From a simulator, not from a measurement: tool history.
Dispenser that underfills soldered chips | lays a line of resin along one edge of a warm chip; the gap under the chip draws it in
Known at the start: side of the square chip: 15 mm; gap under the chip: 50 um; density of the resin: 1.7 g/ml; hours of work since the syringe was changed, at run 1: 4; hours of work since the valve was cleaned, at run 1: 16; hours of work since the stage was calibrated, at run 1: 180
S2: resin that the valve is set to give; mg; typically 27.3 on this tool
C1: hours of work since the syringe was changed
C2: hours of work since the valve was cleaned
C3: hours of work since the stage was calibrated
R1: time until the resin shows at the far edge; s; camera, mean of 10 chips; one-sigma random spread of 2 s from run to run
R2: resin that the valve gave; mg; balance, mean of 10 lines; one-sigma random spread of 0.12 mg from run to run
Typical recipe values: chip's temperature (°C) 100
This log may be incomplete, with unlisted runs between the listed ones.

{"run": 1, "day": 0.0, "chip's temperature (°C)": 100, "S2": 27.3, "C1": 4, "C2": 16, "C3": 180, "R1": 254, "R2": 27.02}
{"day": 0.129, "done": "new syringe of resin"}
{"run": 2, "day": 0.262, "chip's temperature (°C)": 100, "S2": 27.3, "C1": 2, "C2": 20, "C3": 185, "R1": 223.6, "R2": 26.9}
{"run": 3, "day": 0.454, "chip's temperature (°C)": 95, "S2": 27.3, "C1": 6, "C2": 24, "C3": 188, "R1": 322.6, "R2": 26.76}
{"day": 0.496, "done": "new syringe of resin"}
{"run": 4, "day": 0.633, "chip's temperature (°C)": 100, "S2": 27.3, "C1": 2, "C2": 27, "C3": 191, "R1": 218.5, "R2": 26.95}
{"run": 5, "day": 0.788, "chip's temperature (°C)": 100, "S2": 27.3, "C1": 5, "C2": 29, "C3": 194, "R1": 260.7, "R2": 26.99}
{"day": 0.854, "done": "new syringe of resin"}
{"run": 6, "day": 0.996, "chip's temperature (°C)": 100, "S2": 27.3, "C1": 2, "C2": 33, "C3": 197, "R1": 226.3, "R2": 26.87}
{"run": 7, "day": 1.104, "chip's temperature (°C)": 100, "S2": 27.3, "C1": 4, "C2": 35, "C3": 199, "R1": 251.2, "R2": 26.74}
{"day": 1.221, "done": "new syringe of resin"}
{"run": 8, "day": 1.342, "chip's temperature (°C)": 100, "S2": 27.3, "C1": 2, "C2": 39, "C3": 203, "R1": 219.6, "R2": 26.83}
{"run": 9, "day": 1.529, "chip's temperature (°C)": 100, "S2": 27.3, "C1": 5, "C2": 42, "C3": 206, "R1": 273.9, "R2": 26.6}
{"day": 1.583, "done": "new syringe of resin"}
{"run": 10, "day": 1.654, "chip's temperature (°C)": 100, "S2": 27.3, "C1": 1, "C2": 44, "C3": 208, "R1": 205.3, "R2": 26.78}
{"run": 11, "day": 1.838, "chip's temperature (°C)": 100, "S2": 27.3, "C1": 4, "C2": 47, "C3": 211, "R1": 252.9, "R2": 26.71}
{"day": 1.946, "done": "new syringe of resin"}
{"run": 12, "day": 2.112, "chip's temperature (°C)": 100, "S2": 27.3, "C1": 3, "C2": 52, "C3": 216, "R1": 226.8, "R2": 26.61}
{"day": 2.3, "done": "new syringe of resin"}
{"run": 13, "day": 2.3, "chip's temperature (°C)": 100, "S2": 27.3, "C1": 0, "C2": 55, "C3": 219, "R1": 182.2, "R2": 26.67}
{"run": 14, "day": 2.521, "chip's temperature (°C)": 100, "S2": 27.3, "C1": 4, "C2": 59, "C3": 223, "R1": 238.5, "R2": 26.5}
{"day": 2.662, "done": "new syringe of resin"}
{"run": 15, "day": 2.7, "chip's temperature (°C)": 100, "S2": 27.3, "C1": 1, "C2": 61, "C3": 226, "R1": 198.8, "R2": 26.32}
{"run": 16, "day": 2.954, "chip's temperature (°C)": 115, "S2": 25.6, "C1": 5, "C2": 66, "C3": 230, "R1": 172.7, "R2": 24.61}
{"day": 3.025, "done": "new syringe of resin"}
{"run": 17, "day": 3.233, "chip's temperature (°C)": 115, "S2": 25.6, "C1": 4, "C2": 71, "C3": 235, "R1": 156, "R2": 24.73}
{"run": 18, "day": 3.367, "chip's temperature (°C)": 95, "S2": 23.3, "C1": 6, "C2": 73, "C3": 237, "R1": 351.6, "R2": 22.53}
{"day": 3.392, "done": "new syringe of resin"}
{"run": 19, "day": 3.521, "chip's temperature (°C)": 99, "S2": 34.6, "C1": 2, "C2": 75, "C3": 240, "R1": 221.5, "R2": 33.19}
{"run": 20, "day": 3.7, "chip's temperature (°C)": 100, "S2": 28.1, "C1": 5, "C2": 79, "C3": 243, "R1": 273.4, "R2": 27.37}
{"day": 3.754, "done": "new syringe of resin"}
{"run": 21, "day": 3.829, "chip's temperature (°C)": 88, "S2": 28.1, "C1": 1, "C2": 81, "C3": 245, "R1": 306.7, "R2": 26.92}
{"run": 22, "day": 3.975, "chip's temperature (°C)": 109, "S2": 30.4, "C1": 4, "C2": 83, "C3": 247, "R1": 180.2, "R2": 29.07}
{"day": 4.112, "done": "new syringe of resin"}
{"run": 23, "day": 4.158, "chip's temperature (°C)": 109, "S2": 30.4, "C1": 1, "C2": 86, "C3": 250, "R1": 145.6, "R2": 29.39}
{"day": 4.383, "done": "dispensing valve cleaned and set on the balance"}
{"run": 24, "day": 4.45, "chip's temperature (°C)": 107, "S2": 27.2, "C1": 5, "C2": 1, "C3": 255, "R1": 209.8, "R2": 27.2}
{"day": 4.521, "done": "new syringe of resin"}
{"run": 25, "day": 4.65, "chip's temperature (°C)": 107, "S2": 32.5, "C1": 2, "C2": 4, "C3": 258, "R1": 170.3, "R2": 32.23}
{"run": 26, "day": 4.846, "chip's temperature (°C)": 107, "S2": 32.5, "C1": 6, "C2": 8, "C3": 261, "R1": 211, "R2": 32.5}
{"day": 4.888, "done": "new syringe of resin"}
{"run": 27, "day": 5.092, "chip's temperature (°C)": 112, "S2": 28.4, "C1": 4, "C2": 12, "C3": 265, "R1": 162.7, "R2": 28.51}
{"day": 5.25, "done": "new syringe of resin"}
{"run": 28, "day": 5.25, "chip's temperature (°C)": 111, "S2": 23.9, "C1": 0, "C2": 14, "C3": 268, "R1": 136.3, "R2": 23.63}
{"run": 29, "day": 5.354, "chip's temperature (°C)": 96, "S2": 28.9, "C1": 2, "C2": 16, "C3": 270, "R1": 231.1, "R2": 28.41}

3 ways to go on from here, each from the tool as it stands after run 29. What would each give?
{"run": "A", "day": 5.579, "chip's temperature (°C)": 87, "S2": 27.3, "C1": 6, "C2": 20, "C3": 274, "R1": "?", "R2": "?"}
{"run": "B", "day": 5.579, "chip's temperature (°C)": 109, "S2": 27.3, "C1": 6, "C2": 20, "C3": 274, "R1": "?", "R2": "?"}
{"run": "C", "day": 5.579, "chip's temperature (°C)": 107, "S2": 23.9, "C1": 6, "C2": 20, "C3": 274, "R1": "?", "R2": "?"}

run=A R1=423.9 R2=27.03
run=B R1=202.9 R2=27.17
run=C R1=225.9 R2=23.78
Stripped of hidden state, with their random variation kept, the same runs would have yielded:
run=A R1=303.3 R2=27.31
run=B R1=144.2 R2=27.45
run=C R1=160.5 R2=24.02

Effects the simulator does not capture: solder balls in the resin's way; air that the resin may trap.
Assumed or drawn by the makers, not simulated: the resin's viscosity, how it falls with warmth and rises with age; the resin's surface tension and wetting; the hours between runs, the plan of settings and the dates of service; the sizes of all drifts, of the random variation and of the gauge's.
